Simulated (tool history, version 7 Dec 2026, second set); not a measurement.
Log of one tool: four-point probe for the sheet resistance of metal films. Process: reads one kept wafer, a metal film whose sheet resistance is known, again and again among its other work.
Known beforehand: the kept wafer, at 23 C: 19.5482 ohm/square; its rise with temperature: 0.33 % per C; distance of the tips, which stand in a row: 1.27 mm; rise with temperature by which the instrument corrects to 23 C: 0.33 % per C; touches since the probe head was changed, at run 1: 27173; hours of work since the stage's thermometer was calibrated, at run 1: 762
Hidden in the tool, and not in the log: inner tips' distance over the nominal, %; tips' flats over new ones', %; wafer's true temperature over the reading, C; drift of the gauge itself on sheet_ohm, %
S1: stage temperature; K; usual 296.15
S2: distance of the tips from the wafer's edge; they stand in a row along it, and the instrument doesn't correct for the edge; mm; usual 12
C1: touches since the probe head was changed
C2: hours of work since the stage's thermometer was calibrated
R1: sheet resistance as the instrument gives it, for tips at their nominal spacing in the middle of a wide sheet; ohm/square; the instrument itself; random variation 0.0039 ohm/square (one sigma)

run	hour	S1	S2	C1	C2	R1
1	0.0	296.15	12	27173	762	19.696476
2	45.0	296.15	11	28284	782	19.705613
3	90.8	296.15	11	29414	802	19.708400
4	127.9	296.15	11	30330	819	19.702467
5	174.6	296.15	11	31484	840	19.700387
6	210.3	296.15	11	32363	855	19.692949
7	236.9	296.15	3	33021	867	21.263319
8	271.4	296.15	12	33873	882	19.678397
9	293.8	296.15	24	34424	892	19.584899
10	325.3	296.15	3	35203	906	21.262667
11	370.6	296.15	3	36321	926	21.255701
12	406.7	296.15	3	37211	942	21.251912
13	443.1	296.15	3	38110	959	21.254037
14	488.2	296.15	3	39223	979	21.248496
15	517.8	298.15	34	39954	992	19.553251
16	557.8	304.15	5	40940	1009	20.183133
# hour 562.2: stage's thermometer calibrated
17	599.9	303.15	4	41968	17	20.526217
18	644.5	303.15	4	43067	36	20.526413
19	683.2	298.15	7	44022	54	19.861774
20	714.1	301.15	24	44785	67	19.554529
21	738.1	304.15	30	45378	78	19.538162
# hour 750.6: stage's thermometer calibrated, once more
22	765.7	296.15	49	46047	7	19.544371
23	796.0	293.15	39	46795	20	19.544976

Below are 5 alternative next runs, each starting from the tool's condition after run 23. Predict each:
A	826.9	293.15	7	47556	34	?
B	826.9	302.15	34	47556	34	?
C	826.9	306.15	32	47556	34	?
D	826.9	296.15	7	47556	34	?
E	826.9	293.15	11	47556	34	?

run	R1
A	19.883887
B	19.543653
C	19.548328
D	19.871670
E	19.679112
What these runs would have given with no unlogged condition in the tool:
run	R1
A	19.898194
B	19.557778
C	19.562475
D	19.885984
E	19.693285
